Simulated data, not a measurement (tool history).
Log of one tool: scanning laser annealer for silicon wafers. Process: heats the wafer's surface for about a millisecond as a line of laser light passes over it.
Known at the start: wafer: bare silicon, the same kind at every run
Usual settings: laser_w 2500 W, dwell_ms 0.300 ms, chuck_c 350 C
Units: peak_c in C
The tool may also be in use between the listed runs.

run   hour  laser_w  dwell_ms  chuck_c  peak_c
  1    0.0     2500     0.300      350    1056
  2   17.0     2500     0.300      350    1051
  3   43.9     2500     0.341      350    1093
  4   61.3     2500     0.300      350    1050
  5   80.0     2500     0.300      350    1045
     101.2  -- optics aligned, line set to its width
  6  113.5     2500     0.300      350    1066
  7  134.9     2500     0.300      350    1060
  8  163.9     2617     0.300      350    1095
     175.6  -- window over the wafer cleaned
  9  186.4     2617     0.300      350    1138
 10  203.7     2617     0.300      350    1138
 11  235.2     2617     0.300      350    1134
 12  256.3     2617     0.300      350    1132
 13  276.5     2500     0.286      350    1074
 14  301.4     2500     0.286      350    1068
 15  327.1     2500     0.286      350    1065
 16  352.6     2500     0.286      350    1067
 17  367.7     2500     0.286      350    1058
 18  388.6     2500     0.286      364    1075
 19  407.8     2510     0.214      350     972
 20  424.3     2569     0.300      388    1132
 21  446.1     2569     0.300      365    1112
 22  465.5     2744     0.243      368    1098
 23  481.6     2214     0.262      388     967
 24  507.6     2500     0.302      317    1033
 25  521.4     2256     0.263      338     931
 26  543.5     2246     0.300      320     944
 27  568.9     2500     0.216      323     929
 28  595.0     2405     0.370      365    1107
 29  613.0     2648     0.341      383    1186
 30  637.4     2500     0.295      350    1047
     642.5  -- window over the wafer cleaned
 31  658.7     2345     0.338      350    1076
 32  675.5     2500     0.231      350    1007

The same runs without the tool's hidden state, with the same run-to-run variation:
The hidden state here: light that passes the window, % of a clean one's; laser's true power over the reading, %; width of the line over the set one, %; drift of the gauge itself on peak_c, C.
run  peak_c
  1    1098
  2    1094
  3    1142
  4    1097
  5    1094
  6    1100
  7    1096
  8    1137
  9    1138
 10    1140
 11    1139
 12    1139
 13    1083
 14    1080
 15    1079
 16    1084
 17    1076
 18    1095
 19     992
 20    1157
 21    1140
 22    1127
 23     992
 24    1065
 25     959
 26     976
 27     962
 28    1150
 29    1235
 30    1092
 31    1080
 32    1012
